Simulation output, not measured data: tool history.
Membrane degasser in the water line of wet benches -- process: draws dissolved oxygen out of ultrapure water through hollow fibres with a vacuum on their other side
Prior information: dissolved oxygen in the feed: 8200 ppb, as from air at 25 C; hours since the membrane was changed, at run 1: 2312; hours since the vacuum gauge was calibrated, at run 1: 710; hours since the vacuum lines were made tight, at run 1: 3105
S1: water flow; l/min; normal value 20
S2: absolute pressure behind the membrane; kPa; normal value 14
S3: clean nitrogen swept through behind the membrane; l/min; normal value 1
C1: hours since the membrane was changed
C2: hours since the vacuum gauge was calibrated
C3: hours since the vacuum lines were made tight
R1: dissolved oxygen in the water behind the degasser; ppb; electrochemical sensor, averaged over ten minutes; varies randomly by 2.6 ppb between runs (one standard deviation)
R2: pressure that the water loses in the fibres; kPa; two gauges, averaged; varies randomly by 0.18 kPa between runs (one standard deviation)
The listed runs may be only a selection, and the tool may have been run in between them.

| run | hour | S1 | S2 | S3 | C1 | C2 | C3 | R1 | R2 |
|---|---|---|---|---|---|---|---|---|---|
| 1 | 0 | 20 | 14 | 1 | 2312 | 710 | 3105 | 470 | 33.97 |
| 2 | 37.3 | 20 | 14 | 1 | 2350 | 747 | 3142 | 469.4 | 33.76 |
| 3 | 73.1 | 20 | 14 | 1 | 2386 | 783 | 3178 | 467.7 | 34.02 |
| 4 | 128.7 | 20 | 14 | 1 | 2441 | 839 | 3234 | 466.5 | 33.67 |
| 5 | 185.9 | 20 | 14 | 1 | 2498 | 896 | 3291 | 468.9 | 34.11 |
| 6 | 216.5 | 20 | 14 | 1 | 2529 | 926 | 3321 | 467.6 | 33.95 |
| 7 | 245.1 | 20 | 14 | 1.77 | 2558 | 955 | 3350 | 287.1 | 33.91 |
| 8 | 283.7 | 20 | 14 | 1.77 | 2596 | 994 | 3389 | 289.5 | 34.16 |
| 9 | 333.3 | 25 | 19.9 | 2.25 | 2646 | 1043 | 3438 | 435.5 | 42.45 |
| 10 | 391.9 | 31 | 14 | 2.98 | 2704 | 1102 | 3497 | 297.3 | 52.63 |
| 11 | 427.7 | 20 | 17.8 | 1.65 | 2740 | 1137 | 3532 | 407.6 | 33.6 |
| 12 | 455.5 | 20 | 15.6 | 1.28 | 2768 | 1165 | 3560 | 433.6 | 34.11 |
| 13 | 481.6 | 20 | 15.6 | 1.28 | 2794 | 1191 | 3586 | 433.7 | 34.27 |
| 14 | 536 | 20 | 14 | 1.68 | 2848 | 1246 | 3641 | 301.1 | 33.98 |
| 15 | 577.9 | 20 | 14 | 1.68 | 2890 | 1288 | 3683 | 301.5 | 34.25 |
| 16 | 628.4 | 20 | 10.2 | 1 | 2941 | 1338 | 3733 | 315.5 | 33.81 |

5 options for the next run, each taken on its own from the tool as it stands now. Forecast them:
| A | 670.7 | 24 | 26.8 | 1.01 | 2983 | 1381 | 3776 | ? | ? |
| B | 670.7 | 15 | 10.2 | 1 | 2983 | 1381 | 3776 | ? | ? |
| C | 670.7 | 32 | 23 | 0.94 | 2983 | 1381 | 3776 | ? | ? |
| D | 670.7 | 22 | 32.1 | 1 | 2983 | 1381 | 3776 | ? | ? |
| E | 670.7 | 15 | 8.7 | 1.99 | 2983 | 1381 | 3776 | ? | ? |

| run | R1 | R2 |
|---|---|---|
| A | 1114.4 | 41.07 |
| B | 241 | 25.6 |
| C | 1252 | 54.58 |
| D | 1222 | 37.72 |
| E | 102.7 | 25.33 |
The same runs, with their run-to-run variation unchanged, on a tool lacking any hidden condition would have given:
| run | R1 | R2 |
|---|---|---|
| A | 1105.7 | 40.21 |
| B | 236.1 | 25.07 |
| C | 1241.8 | 53.44 |
| D | 1213 | 36.94 |
| E | 99.9 | 24.8 |

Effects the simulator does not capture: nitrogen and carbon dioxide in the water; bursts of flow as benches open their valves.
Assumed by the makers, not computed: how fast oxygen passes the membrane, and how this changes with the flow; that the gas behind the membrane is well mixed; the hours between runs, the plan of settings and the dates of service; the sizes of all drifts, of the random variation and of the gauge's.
